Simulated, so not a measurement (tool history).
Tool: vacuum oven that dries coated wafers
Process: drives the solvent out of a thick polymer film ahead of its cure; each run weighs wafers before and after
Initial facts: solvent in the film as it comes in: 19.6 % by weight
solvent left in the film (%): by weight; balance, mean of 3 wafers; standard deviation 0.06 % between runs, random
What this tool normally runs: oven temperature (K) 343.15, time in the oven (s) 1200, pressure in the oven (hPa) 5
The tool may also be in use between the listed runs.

run   hour  oven temperature (K)  time in the oven (s)  pressure in the oven (hPa)  solvent left in the film (%)
  1      0                343.15                  1200                           5                          3.65
  2     61                343.15                  1200                           5                          3.64
  3   99.2                343.15                  1020                           5                          4.54
  4  134.3                343.15                  1020                           5                          4.65
  5  173.1                343.15                  1200                           5                           3.7
  6  246.3                347.15                  1200                           5                          2.21
  7  287.4                343.15                  1200                        2.96                           3.7
  8  366.8                343.15                  1200                        2.96                          3.85
  9  444.1                343.15                  1200                        2.96                          3.71
 10  506.5                343.15                  1200                        2.96                          3.71
     512.1  -- oven's thermocouples calibrated
 11  560.6                343.15                  1200                        2.96                          3.95
 12  595.6                343.15                  1200                        5.56                          4.13
 13  680.3                343.15                   600                        7.32                          8.15
 14  736.3                343.15                  1320                           5                          3.72
 15  792.2                336.15                  2100                           5                           4.5
 16  852.3                340.15                  2100                           5                          2.87
 17  916.8                343.15                  2160                           5                          1.72
     969.9  -- oven's thermocouples calibrated, once more
 18  984.6                336.15                  1140                           5                           7.4

Predict the results of run 19:
 19  1024.9                336.15                  1140                           5                             ?

Run 19 measured solvent left in the film (%) 7.53.
Were there no unlogged condition in the tool, this run, its random variation unchanged, would have produced solvent left in the film (%) 7.12.
